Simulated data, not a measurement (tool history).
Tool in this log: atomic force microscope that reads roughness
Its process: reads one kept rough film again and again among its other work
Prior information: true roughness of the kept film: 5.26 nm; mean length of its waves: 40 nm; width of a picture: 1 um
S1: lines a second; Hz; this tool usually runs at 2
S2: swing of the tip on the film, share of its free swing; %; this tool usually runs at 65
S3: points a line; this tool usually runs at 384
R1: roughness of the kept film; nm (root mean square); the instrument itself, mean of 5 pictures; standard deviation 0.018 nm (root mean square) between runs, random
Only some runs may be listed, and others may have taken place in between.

run   hour    S1  S2   S3     R1
  1      0     2  65  384  4.224
  2   11.3     2  65  497  4.088
  3   31.3     1  65  384   3.97
  4   44.2     1  65  384  3.807
  5   58.3     2  65  384  3.467
  6   69.3     2  65  384  3.414
        73  -- new tip fitted
  7   82.3     2  65  384  4.257
  8  100.7  0.89  65  384  4.179
  9  115.8  0.89  65  384  4.002
 10  126.2  0.89  65  980  3.913
 11  142.8  0.89  65  980  3.697
     161.7  -- new tip fitted
 12  161.7  0.89  65  980  4.633
 13  177.2  1.54  65  384  4.305
 14    191  1.54  65  384  4.111
 15  201.3  1.54  65  384  3.964
 16  216.6  1.54  65  384  3.778
 17  235.1  1.54  65  384  3.553
     249.5  -- new tip fitted
 18  250.4  1.54  65  384  4.502
     253.2  -- height scale calibrated on a step standard
 19  264.5     2  65  269  4.218
 20  283.7     2  65  269  3.946
 21  296.6     2  86  384  3.293
 22  305.8     2  86  363  3.212
     310.8  -- height scale calibrated on a step standard, once more
 23  324.9   2.5  65  384  3.429
       340  -- new tip fitted
 24  342.1   2.5  65  384   4.31
 25  357.8  2.21  75  384  3.867
 26  368.7  2.21  75  384   3.69
 27  388.4  2.21  75  384    3.5
 28  406.7  2.21  75  384  3.308
       428  -- new tip fitted
 29  428.1  2.72  67  402  4.231
 30  442.3  3.26  65  330  3.943
 31  453.9  3.26  65  330  3.806
 32    471  2.34  83  590  3.255
 33  480.2  0.73  78  873  3.776
 34  498.2     2  55  384  3.628
     515.3  -- new tip fitted
 35  515.3     2  55  384  4.626
 36  525.1     2  84  384  3.757
 37  537.7     2  84  384  3.601
 38  546.4  0.87  77  386  4.001
 39  563.9     2  59  384  3.839
 40  579.9     2  59  384  3.697
 41  598.6  2.28  65  384  3.375
     603.4  -- new tip fitted
 42  613.5  2.37  68  814  4.159
 43  630.9  2.37  68  814  3.908
 44  648.8  2.37  68  814   3.69
 45  660.1   2.7  68  508   3.49
 46  680.7     2  66  723  3.483
     691.1  -- new tip fitted
 47    699     2  66  723  4.304

Branching from run 47: 4 alternative next runs. What would each branch give?
  A  708.2  0.68  72  652   ?
  B  708.2     2  61  723   ?
  C  708.2  1.47  65  586   ?
  D  708.2     2  61  723   ?

run     R1
  A  4.354
  B  4.244
  C  4.266
  D  4.276
Stripped of hidden state, with their random variation kept, the same runs would have yielded:
run     R1
  A  4.618
  B  4.501
  C  4.524
  D  4.535

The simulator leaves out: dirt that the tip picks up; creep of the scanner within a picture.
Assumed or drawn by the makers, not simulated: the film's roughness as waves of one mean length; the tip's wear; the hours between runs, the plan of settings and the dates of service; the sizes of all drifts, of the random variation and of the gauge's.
